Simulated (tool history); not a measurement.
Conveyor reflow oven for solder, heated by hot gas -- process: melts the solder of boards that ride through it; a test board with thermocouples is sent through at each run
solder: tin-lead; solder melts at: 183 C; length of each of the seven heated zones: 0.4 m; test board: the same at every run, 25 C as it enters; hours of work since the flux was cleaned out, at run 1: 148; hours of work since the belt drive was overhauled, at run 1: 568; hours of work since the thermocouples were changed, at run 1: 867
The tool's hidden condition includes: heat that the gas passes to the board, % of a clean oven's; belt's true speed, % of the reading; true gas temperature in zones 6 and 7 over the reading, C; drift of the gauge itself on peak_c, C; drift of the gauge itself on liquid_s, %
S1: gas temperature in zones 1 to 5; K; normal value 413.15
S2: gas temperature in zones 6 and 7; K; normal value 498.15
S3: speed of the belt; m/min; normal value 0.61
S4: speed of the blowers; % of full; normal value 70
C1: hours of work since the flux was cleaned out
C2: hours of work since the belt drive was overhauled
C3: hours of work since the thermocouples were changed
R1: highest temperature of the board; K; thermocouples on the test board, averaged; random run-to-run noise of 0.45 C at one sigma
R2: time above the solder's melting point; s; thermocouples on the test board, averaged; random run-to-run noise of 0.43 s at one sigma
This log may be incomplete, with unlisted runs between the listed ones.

Run 1, day 0: usual settings; C1 148; C2 568; C3 867. Result: R1 483.15 K, R2 54.9 s.
Run 2, day 0.467: usual settings; C1 154; C2 574; C3 874. Result: R1 483.05 K, R2 55 s.
Run 3, day 1.412: usual settings; C1 168; C2 588; C3 887. Result: R1 483.35 K, R2 54.8 s.
Run 4, day 2.279: usual settings; C1 180; C2 600; C3 899. Result: R1 482.65 K, R2 54.9 s.
Run 5, day 3.033: usual settings; C1 191; C2 611; C3 910. Result: R1 483.45 K, R2 54.7 s.
Run 6, day 3.992: usual settings; C1 204; C2 624; C3 923. Result: R1 482.55 K, R2 55.6 s.
Run 7, day 5: usual settings but S2 491.15 K; C1 219; C2 639; C3 938. Result: R1 476.05 K, R2 47.8 s.
Run 8, day 5.429: usual settings but S2 491.15 K; C1 225; C2 645; C3 944. Result: R1 476.95 K, R2 48 s.
Run 9, day 6.088: usual settings but S2 491.15 K; C1 234; C2 654; C3 953. Result: R1 477.45 K, R2 47.3 s.
Run 10, day 7.1: usual settings but S2 507.15 K; C1 248; C2 668; C3 967. Result: R1 490.75 K, R2 61.3 s.
Run 11, day 7.983: usual settings but S2 507.15 K; C1 261; C2 681; C3 980. Result: R1 491.05 K, R2 61.7 s.
Run 12, day 8.775: usual settings but S3 0.636 m/min, S4 54 % of full; C1 272; C2 692; C3 991. Result: R1 478.15 K, R2 46.2 s.
Run 13, day 9.771: usual settings but S1 400.15 K, S3 0.636 m/min, S4 54 % of full; C1 286; C2 706; C3 1005. Result: R1 475.65 K, R2 37.5 s.

Consider 4 possible next runs. They are alternatives, not a sequence: every one starts from the tool as it was left by run 13. What does each give?
Run A, day 10.533: usual settings but S1 401.15 K, S2 502.15 K, S3 0.655 m/min, S4 54 % of full; C1 297; C2 717; C3 1016. Result: R1 ?, R2 ?.
Run B, day 10.533: usual settings but S1 400.15 K, S2 489.15 K, S3 0.698 m/min, S4 54 % of full; C1 297; C2 717; C3 1016. Result: R1 ?, R2 ?.
Run C, day 10.533: usual settings but S2 493.15 K, S4 52 % of full; C1 297; C2 717; C3 1016. Result: R1 ?, R2 ?.
Run D, day 10.533: usual settings but S1 412.15 K, S4 51 % of full; C1 297; C2 717; C3 1016. Result: R1 ?, R2 ?.

run      R1    R2
  A  478.15    39
  B  464.65  18.7
  C  474.55  43.8
  D  479.25  47.7
Had the tool no hidden state, the same runs would have come out as:
run      R1    R2
  A  481.15  41.9
  B  467.55  23.4
  C  477.45  47.2
  D  482.25  50.6
